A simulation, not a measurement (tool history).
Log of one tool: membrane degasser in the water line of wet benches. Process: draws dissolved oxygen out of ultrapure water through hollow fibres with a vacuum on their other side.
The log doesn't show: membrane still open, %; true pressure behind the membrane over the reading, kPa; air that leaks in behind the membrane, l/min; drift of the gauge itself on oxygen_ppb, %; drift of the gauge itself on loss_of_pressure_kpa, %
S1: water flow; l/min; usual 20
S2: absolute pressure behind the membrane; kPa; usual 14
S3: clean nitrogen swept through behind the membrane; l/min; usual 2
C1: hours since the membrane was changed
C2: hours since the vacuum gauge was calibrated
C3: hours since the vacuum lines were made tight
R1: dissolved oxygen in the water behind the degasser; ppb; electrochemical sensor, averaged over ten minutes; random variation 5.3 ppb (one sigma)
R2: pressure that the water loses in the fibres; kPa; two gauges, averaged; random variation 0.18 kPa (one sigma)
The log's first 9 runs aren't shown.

run 10 day=14.671 | S1=18 S2=14 S3=1.32 | C1=1921 C2=4385 C3=8388 | R1=552.2 R2=32.04
run 11 day=16.317 | S1=18 S2=14 S3=1.32 | C1=1961 C2=4424 C3=8427 | R1=538.1 R2=31.59
run 12 day=18.321 | S1=24 S2=14 S3=1.32 | C1=2009 C2=4472 C3=8475 | R1=885.9 R2=42.2
run 13 day=19.925 | S1=30 S2=14 S3=1.32 | C1=2047 C2=4511 C3=8514 | R1=1260.3 R2=53.2
run 14 day=21.871 | S1=30 S2=14 S3=1.32 | C1=2094 C2=4557 C3=8560 | R1=1246.5 R2=53.25
run 15 day=23.638 | S1=20 S2=14 S3=2.9 | C1=2136 C2=4600 C3=8603 | R1=475.2 R2=35.44
run 16 day=25.233 | S1=20 S2=14 S3=2.9 | C1=2175 C2=4638 C3=8641 | R1=478 R2=35.35
run 17 day=27.304 | S1=20 S2=21.8 S3=3.62 | C1=2224 C2=4688 C3=8691 | R1=552.7 R2=35.11
run 18 day=28.308 | S1=17 S2=12.9 S3=2.02 | C1=2249 C2=4712 C3=8715 | R1=377.7 R2=30.03
run 19 day=30.05 | S1=17 S2=12.9 S3=2.07 | C1=2290 C2=4754 C3=8757 | R1=373.4 R2=30.06
run 20 day=31.875 | S1=17 S2=12.9 S3=2.07 | C1=2334 C2=4798 C3=8801 | R1=375.4 R2=30.38
run 21 day=33.6 | S1=17 S2=27.9 S3=2.07 | C1=2376 C2=4839 C3=8842 | R1=631.6 R2=29.94
run 22 day=35.721 | S1=20 S2=13.5 S3=2 | C1=2426 C2=4890 C3=8893 | R1=529 R2=35.41
run 23 day=36.725 | S1=20 S2=13.5 S3=2 | C1=2451 C2=4914 C3=8917 | R1=544.5 R2=35.49
run 24 day=38.308 | S1=30 S2=29.8 S3=2 | C1=2488 C2=4952 C3=8955 | R1=1502.5 R2=53.54
run 25 day=40.217 | S1=30 S2=29.8 S3=2 | C1=2534 C2=4998 C3=9001 | R1=1527.3 R2=53.13
run 26 day=41.45 | S1=22 S2=13.9 S3=0.82 | C1=2564 C2=5027 C3=9030 | R1=943.6 R2=39.12
run 27 day=43.558 | S1=26 S2=14 S3=3.94 | C1=2615 C2=5078 C3=9081 | R1=760.5 R2=45.86
run 28 day=44.625 | S1=21 S2=21.9 S3=1.34 | C1=2640 C2=5104 C3=9107 | R1=958.4 R2=37.19
run 29 day=46.371 | S1=21 S2=21.9 S3=1.34 | C1=2682 C2=5145 C3=9148 | R1=955.2 R2=37.53
run 30 day=48.65 | S1=19 S2=16.8 S3=1.24 | C1=2737 C2=5200 C3=9203 | R1=708.3 R2=33.98
run 31 day=50.871 | S1=19 S2=16.8 S3=1.24 | C1=2790 C2=5253 C3=9256 | R1=705.1 R2=33.61
run 32 day=53.221 | S1=23 S2=14 S3=1.07 | C1=2846 C2=5310 C3=9313 | R1=896.1 R2=40.96

4 ways to go on from here, each from the tool as it stands after run 32. What would each give?
run A day=54.854 | S1=15 S2=14 S3=1.07 | C1=2886 C2=5349 C3=9352 | R1=? R2=?
run B day=54.854 | S1=27 S2=10.5 S3=5.81 | C1=2886 C2=5349 C3=9352 | R1=? R2=?
run C day=54.854 | S1=20 S2=14 S3=3.34 | C1=2886 C2=5349 C3=9352 | R1=? R2=?
run D day=54.854 | S1=20 S2=34.6 S3=2.35 | C1=2886 C2=5349 C3=9352 | R1=? R2=?

run=A R1=461.1 R2=26.74
run=B R1=748.3 R2=47.59
run=C R1=465.7 R2=35.46
run=D R1=890.7 R2=35.45
Without the tool's hidden state the same runs would have given:
run=A R1=445.3 R2=26.28
run=B R1=717.8 R2=46.76
run=C R1=445.2 R2=34.85
run=D R1=866.9 R2=34.84

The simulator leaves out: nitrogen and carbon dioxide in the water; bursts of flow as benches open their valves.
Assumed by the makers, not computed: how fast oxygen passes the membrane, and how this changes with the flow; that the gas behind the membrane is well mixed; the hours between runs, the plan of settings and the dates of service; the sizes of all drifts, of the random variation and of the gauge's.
